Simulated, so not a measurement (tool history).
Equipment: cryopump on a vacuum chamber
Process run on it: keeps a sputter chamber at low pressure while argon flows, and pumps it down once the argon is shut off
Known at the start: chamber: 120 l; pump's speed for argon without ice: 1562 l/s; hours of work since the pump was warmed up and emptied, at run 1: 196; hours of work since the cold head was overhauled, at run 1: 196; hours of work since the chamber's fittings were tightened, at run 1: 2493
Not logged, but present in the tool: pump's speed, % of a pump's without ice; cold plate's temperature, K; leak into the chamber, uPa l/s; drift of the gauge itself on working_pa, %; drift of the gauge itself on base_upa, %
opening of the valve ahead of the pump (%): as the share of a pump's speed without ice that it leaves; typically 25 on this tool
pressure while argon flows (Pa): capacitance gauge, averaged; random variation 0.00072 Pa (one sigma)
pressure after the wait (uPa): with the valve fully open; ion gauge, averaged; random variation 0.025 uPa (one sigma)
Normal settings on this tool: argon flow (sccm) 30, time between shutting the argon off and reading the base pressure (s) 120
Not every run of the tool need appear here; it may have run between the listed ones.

run     day  argon flow (sccm)  time between shutting the argon off and reading the base pressure (s)  opening of the valve ahead of the pump (%)  hours of work since the pump was warmed up and emptied  hours of work since the cold head was overhauled  hours of work since the chamber's fittings were tightened  pressure while argon flows (Pa)  pressure after the wait (uPa)
  1   0.000                 30                                                                    120                                          25                                                     196                                               196                                                       2493                           0.1347                           3.80
  2   0.879                 30                                                                    120                                          25                                                     205                                               205                                                       2501                           0.1358                           3.77
  3   1.375                 30                                                                    209                                          25                                                     209                                               209                                                       2506                           0.1362                           3.45
  4   2.250                 30                                                                    209                                          25                                                     218                                               218                                                       2515                           0.1357                           3.50
  5   2.975                 30                                                                    209                                          25                                                     225                                               225                                                       2522                           0.1370                           3.52
  6   3.471                 30                                                                    120                                          35                                                     230                                               230                                                       2527                           0.0994                           3.93
  7   4.233                 30                                                                    120                                          45                                                     238                                               238                                                       2535                           0.0786                           3.95
  8   4.717                 30                                                                    120                                          45                                                     243                                               243                                                       2540                           0.0790                           3.91
  9   5.083                 30                                                                    120                                          25                                                     247                                               247                                                       2543                           0.1363                           4.02
 10   5.571                 30                                                                    120                                          25                                                     251                                               251                                                       2548                           0.1363                           4.00
 11   6.033                 30                                                                    120                                          25                                                     256                                               256                                                       2553                           0.1370                           4.10
 12   6.450                 30                                                                    120                                          25                                                     260                                               260                                                       2557                           0.1377                           3.90
 13   7.004                 30                                                                    120                                          25                                                     266                                               266                                                       2563                           0.1377                           3.87
 14   7.504                 30                                                                    120                                          25                                                     271                                               271                                                       2568                           0.1360                           3.93
 15   8.208                 30                                                                    120                                          25                                                     278                                               278                                                       2575                           0.1374                           4.04
 16   8.712                 30                                                                    120                                          25                                                     283                                               283                                                       2580                           0.1385                           4.13
 17   9.479                 30                                                                    120                                          25                                                     291                                               291                                                       2587                           0.1399                           4.07
 18  10.250                 30                                                                    120                                          21                                                     298                                               298                                                       2595                           0.1637                           4.16
 19  10.925                 30                                                                     70                                          51                                                     305                                               305                                                       2602                           0.0730                           4.68
 20  11.708                 30                                                                     74                                          18                                                     313                                               313                                                       2610                           0.1892                           4.59
 21  12.304                 30                                                                     74                                          18                                                     319                                               319                                                       2616                           0.1899                           4.64
 22  12.979                 30                                                                    139                                          25                                                     326                                               326                                                       2623                           0.1380                           4.20
 23  13.608                 30                                                                    139                                          25                                                     332                                               332                                                       2629                           0.1394                           4.13
 24  14.400                 13                                                                     51                                          24                                                     340                                               340                                                       2637                           0.0637                           5.28
 25  15.000                 12                                                                    120                                          27                                                     346                                               346                                                       2643                           0.0523                           4.29
 26  15.638                 48                                                                     39                                          38                                                     352                                               352                                                       2649                           0.1530                           5.93
 27  16.433                 48                                                                     39                                          38                                                     360                                               360                                                       2657                           0.1537                           5.99
 28  17.129                 40                                                                    146                                          38                                                     367                                               367                                                       2664                           0.1287                           4.24
 29  17.567                 30                                                                    141                                          44                                                     372                                               372                                                       2668                           0.0853                           4.43
 30  18.342                 48                                                                     25                                          28                                                     379                                               379                                                       2676                           0.2056                           7.47
 31  19.112                 48                                                                     25                                          28                                                     387                                               387                                                       2684                           0.2058                           7.53
 32  19.588                 48                                                                     25                                          28                                                     392                                               392                                                       2689                           0.2050                           7.38
 33  20.267                 45                                                                    269                                          58                                                     399                                               399                                                       2695                           0.1024                           4.27
 34  20.896                 30                                                                    120                                          21                                                     405                                               405                                                       2702                           0.1686                           4.70

Same runs, no hidden state in the tool, same run-to-run variation:
run  pressure while argon flows (Pa)  pressure after the wait (uPa)
  1                           0.1293                           0.96
  2                           0.1302                           0.95
  3                           0.1304                           0.67
  4                           0.1296                           0.60
  5                           0.1307                           0.62
  6                           0.0930                           0.94
  7                           0.0720                           0.98
  8                           0.0722                           0.98
  9                           0.1294                           1.00
 10                           0.1292                           0.99
 11                           0.1297                           1.03
 12                           0.1303                           0.95
 13                           0.1301                           0.89
 14                           0.1283                           0.95
 15                           0.1294                           0.97
 16                           0.1303                           0.99
 17                           0.1314                           0.97
 18                           0.1550                           0.98
 19                           0.0641                           1.50
 20                           0.1799                           1.41
 21                           0.1804                           1.44
 22                           0.1284                           0.85
 23                           0.1295                           0.85
 24                           0.0592                           1.97
 25                           0.0481                           0.94
 26                           0.1359                           2.53
 27                           0.1362                           2.56
 28                           0.1136                           0.83
 29                           0.0738                           0.85
 30                           0.1867                           3.93
 31                           0.1864                           3.92
 32                           0.1852                           3.84
 33                           0.0836                           0.56
 34                           0.1557                           0.97

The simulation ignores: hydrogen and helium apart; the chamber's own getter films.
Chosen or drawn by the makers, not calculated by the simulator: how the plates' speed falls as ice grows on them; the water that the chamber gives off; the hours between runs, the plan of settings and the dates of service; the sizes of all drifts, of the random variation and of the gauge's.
